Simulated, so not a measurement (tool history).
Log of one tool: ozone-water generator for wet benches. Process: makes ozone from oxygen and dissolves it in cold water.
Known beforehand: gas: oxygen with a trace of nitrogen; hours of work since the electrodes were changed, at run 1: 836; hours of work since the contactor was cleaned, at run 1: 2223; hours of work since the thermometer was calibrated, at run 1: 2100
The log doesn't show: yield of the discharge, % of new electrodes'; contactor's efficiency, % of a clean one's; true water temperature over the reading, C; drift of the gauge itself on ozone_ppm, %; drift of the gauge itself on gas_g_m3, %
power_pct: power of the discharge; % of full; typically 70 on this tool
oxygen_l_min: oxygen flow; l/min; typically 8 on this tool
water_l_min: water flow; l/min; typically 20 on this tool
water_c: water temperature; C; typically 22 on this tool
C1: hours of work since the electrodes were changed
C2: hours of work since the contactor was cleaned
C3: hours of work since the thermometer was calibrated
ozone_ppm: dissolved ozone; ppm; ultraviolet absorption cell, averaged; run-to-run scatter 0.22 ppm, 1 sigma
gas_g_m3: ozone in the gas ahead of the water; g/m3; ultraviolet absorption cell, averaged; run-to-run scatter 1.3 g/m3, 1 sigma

run 1 hour=0 | power_pct=70 oxygen_l_min=8 water_l_min=20 water_c=22 | C1=836 C2=2223 C3=2100 | ozone_ppm=30.7 gas_g_m3=231.6
run 2 hour=28.1 | power_pct=70 oxygen_l_min=8.39 water_l_min=20 water_c=22 | C1=855 C2=2242 C3=2119 | ozone_ppm=30.3 gas_g_m3=227.2
run 3 hour=60.8 | power_pct=70 oxygen_l_min=8.39 water_l_min=20 water_c=22 | C1=877 C2=2265 C3=2141 | ozone_ppm=30.4 gas_g_m3=225.3
run 4 hour=76.5 | power_pct=70 oxygen_l_min=8.39 water_l_min=20 water_c=22 | C1=888 C2=2276 C3=2152 | ozone_ppm=30.6 gas_g_m3=226.3
run 5 hour=93.7 | power_pct=70 oxygen_l_min=8.39 water_l_min=20 water_c=22 | C1=900 C2=2287 C3=2164 | ozone_ppm=29.8 gas_g_m3=223.8
run 6 hour=116.9 | power_pct=43 oxygen_l_min=8.39 water_l_min=20 water_c=22 | C1=915 C2=2303 C3=2180 | ozone_ppm=20.1 gas_g_m3=149.4
run 7 hour=131.5 | power_pct=43 oxygen_l_min=8.39 water_l_min=20 water_c=22 | C1=925 C2=2313 C3=2190 | ozone_ppm=20.1 gas_g_m3=147.4
run 8 hour=165 | power_pct=43 oxygen_l_min=8.39 water_l_min=20 water_c=19 | C1=948 C2=2336 C3=2213 | ozone_ppm=20.9 gas_g_m3=147.1
run 9 hour=186.7 | power_pct=43 oxygen_l_min=8.39 water_l_min=20 water_c=19 | C1=963 C2=2351 C3=2227 | ozone_ppm=20.8 gas_g_m3=147.7
-- hour=188.9 water thermometer calibrated
run 10 hour=203.2 | power_pct=43 oxygen_l_min=8.39 water_l_min=20 water_c=19 | C1=974 C2=2362 C3=10 | ozone_ppm=20.9 gas_g_m3=146.5
run 11 hour=221.9 | power_pct=70 oxygen_l_min=8 water_l_min=30 water_c=22 | C1=987 C2=2374 C3=23 | ozone_ppm=23.8 gas_g_m3=230.1
run 12 hour=236.2 | power_pct=47 oxygen_l_min=8 water_l_min=32 water_c=22 | C1=997 C2=2384 C3=32 | ozone_ppm=15.8 gas_g_m3=161.3
-- hour=257.8 water thermometer calibrated, once more
run 13 hour=258 | power_pct=43 oxygen_l_min=8 water_l_min=20 water_c=22 | C1=1011 C2=2399 C3=0 | ozone_ppm=20.1 gas_g_m3=150.4
run 14 hour=278.9 | power_pct=66 oxygen_l_min=4.74 water_l_min=20 water_c=14 | C1=1025 C2=2413 C3=14 | ozone_ppm=30.3 gas_g_m3=264.3
run 15 hour=299.8 | power_pct=70 oxygen_l_min=8 water_l_min=21 water_c=21 | C1=1040 C2=2427 C3=29 | ozone_ppm=29.8 gas_g_m3=230.2

Measured less the same run without the tool's hidden state. The same run-to-run variation is in both; the gauge's scatter may not be:
run=1 ozone_ppm=-2.5 gas_g_m3=-7.7
run=2 ozone_ppm=-2.5 gas_g_m3=-7.7
run=3 ozone_ppm=-2.5 gas_g_m3=-7.9
run=4 ozone_ppm=-2.6 gas_g_m3=-8
run=5 ozone_ppm=-2.6 gas_g_m3=-8
run=6 ozone_ppm=-1.4 gas_g_m3=-3.1
run=7 ozone_ppm=-1.4 gas_g_m3=-3.1
run=8 ozone_ppm=-1.5 gas_g_m3=-3.2
run=9 ozone_ppm=-1.5 gas_g_m3=-3.2
run=10 ozone_ppm=-1.6 gas_g_m3=-3.2
run=11 ozone_ppm=-2.3 gas_g_m3=-9
run=12 ozone_ppm=-1.4 gas_g_m3=-4.1
run=13 ozone_ppm=-1.4 gas_g_m3=-3.4
run=14 ozone_ppm=-2.6 gas_g_m3=-10.2
run=15 ozone_ppm=-2.7 gas_g_m3=-9.6
